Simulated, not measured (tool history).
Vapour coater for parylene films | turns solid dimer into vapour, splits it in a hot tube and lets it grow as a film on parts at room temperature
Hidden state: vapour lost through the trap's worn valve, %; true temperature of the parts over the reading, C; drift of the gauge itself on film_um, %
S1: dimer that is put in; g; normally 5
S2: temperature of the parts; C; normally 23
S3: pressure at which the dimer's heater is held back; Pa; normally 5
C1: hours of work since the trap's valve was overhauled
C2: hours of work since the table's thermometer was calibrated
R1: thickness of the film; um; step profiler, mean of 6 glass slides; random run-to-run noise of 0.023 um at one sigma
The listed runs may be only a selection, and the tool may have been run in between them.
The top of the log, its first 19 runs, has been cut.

run,hour,S1,S2,S3,C1,C2,R1
# hour 1113.7: table's thermometer calibrated, once more
20,1113.7,3,19,5,385,0,1.05
21,1172.6,9,23,5,425,40,2.54
22,1242.9,9,23,5,472,88,2.56
23,1296.8,3,18,3.68,509,124,1.1
# hour 1322.7: trap's valve overhauled
24,1379.2,8,25,8.64,38,177,2.22
25,1445.4,2,23,4.08,83,222,0.6
26,1494.4,5,29,3.71,116,255,1.16
27,1575.1,2,23,5,171,310,0.61
28,1634.2,5,32,4.57,211,350,0.99
29,1707.9,2,27,10.43,261,400,0.51
30,1774.2,2,24,6.62,306,445,0.58
31,1833.3,8,24,6.82,346,485,2.25
32,1883.1,4,23,5,380,519,1.19
33,1938.5,7,29,7.84,417,556,1.52
34,1988.4,5,23,5.17,451,590,1.46
35,2058.5,5,23,5.17,499,637,1.46
# hour 2099.3: trap's valve overhauled
36,2114.2,5,17,2.15,10,673,2.21

Alternative continuations, all from the tool just after run 36; predict every row:
A,2155.1,8,29,10.98,38,700,?
B,2155.1,5,23,5,38,700,?
C,2155.1,5,23,2.16,38,700,?
D,2155.1,5,23,3.59,38,700,?
E,2155.1,6,20,7.53,38,700,?

run,R1
A,1.83
B,1.54
C,1.71
D,1.63
E,2.16
With the hidden condition removed and each run's random variation left untouched, the same runs would have given:
run,R1
A,1.77
B,1.48
C,1.65
D,1.58
E,2.08
